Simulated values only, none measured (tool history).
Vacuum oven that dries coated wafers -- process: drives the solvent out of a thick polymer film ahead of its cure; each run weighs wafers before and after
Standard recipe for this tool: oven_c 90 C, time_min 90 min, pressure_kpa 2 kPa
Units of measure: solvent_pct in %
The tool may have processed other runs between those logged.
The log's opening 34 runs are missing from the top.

run     day  oven_c  time_min  pressure_kpa  solvent_pct
 35  33.329      90        90           2.6         1.19
 36  34.571      84        69             2         3.52
 37  35.312      84        69          6.61         4.58
 38  36.079      77        59          1.06         6.85
 39  36.904      77        91          1.06         4.13
 40  38.183      77        91          1.06         4.16
 41  38.821      80        84          3.18         4.12
 42  39.454      80        84          3.18         4.17
 43  40.658      80        84          3.18         4.13
 44  41.738      95        90             2         0.59

Branching from run 44: 4 alternative next runs. What would each branch give?
  A  42.588      90        50             2            ?
  B  42.588      86        84           2.3            ?
  C  42.588      75        90             2            ?
  D  42.588      95        90          1.18            ?

run  solvent_pct
  A         3.21
  B         2.13
  C         5.26
  D         0.41
Take away the tool's hidden state, keep each run's random variation, and the runs would have read:
run  solvent_pct
  A         3.23
  B         2.14
  C         5.29
  D         0.41

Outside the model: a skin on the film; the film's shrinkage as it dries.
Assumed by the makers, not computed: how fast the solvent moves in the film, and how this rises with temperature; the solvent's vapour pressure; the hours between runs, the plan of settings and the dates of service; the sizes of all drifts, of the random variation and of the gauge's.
